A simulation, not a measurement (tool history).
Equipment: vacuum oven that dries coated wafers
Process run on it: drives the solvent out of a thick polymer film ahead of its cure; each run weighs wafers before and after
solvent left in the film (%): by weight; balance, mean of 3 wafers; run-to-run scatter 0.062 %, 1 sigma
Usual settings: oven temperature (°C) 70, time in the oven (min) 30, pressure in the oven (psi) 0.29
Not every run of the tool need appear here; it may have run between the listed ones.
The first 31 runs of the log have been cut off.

run	hour	oven temperature (°C)	time in the oven (min)	pressure in the oven (psi)	hours of work since the thermocouples were calibrated	hours of work since the vacuum gauge was cleaned of residue	solvent left in the film (%)
32	2262.4	56	30	0.954	306	1700	15.56
33	2329.2	58	50	0.165	337	1731	5.12
34	2398	68	43	0.29	370	1764	4.45
35	2475.4	68	43	0.29	407	1800	4.45
36	2576	68	43	0.29	454	1848	4.52
37	2659.6	80	30	0.312	494	1888	2.84
38	2707.6	80	18	0.247	517	1910	3.25
39	2809.4	69	36	0.29	565	1959	4.54
40	2897.4	70	36	0.29	606	2000	4.35
41	2980.7	70	52	0.146	646	2040	2.58

Here are 4 independent what-if runs from the current tool condition. What would each one return?
A	3028.2	76	28	0.526	668	2062	?
B	3028.2	80	15	0.29	668	2062	?
C	3028.2	70	48	0.29	668	2062	?
D	3028.2	75	52	0.146	668	2062	?

run	solvent left in the film (%)
A	5.39
B	4.07
C	4.21
D	2.02
What these runs would have given with no unlogged condition in the tool:
run	solvent left in the film (%)
A	4.46
B	3.31
C	3.1
D	1.19
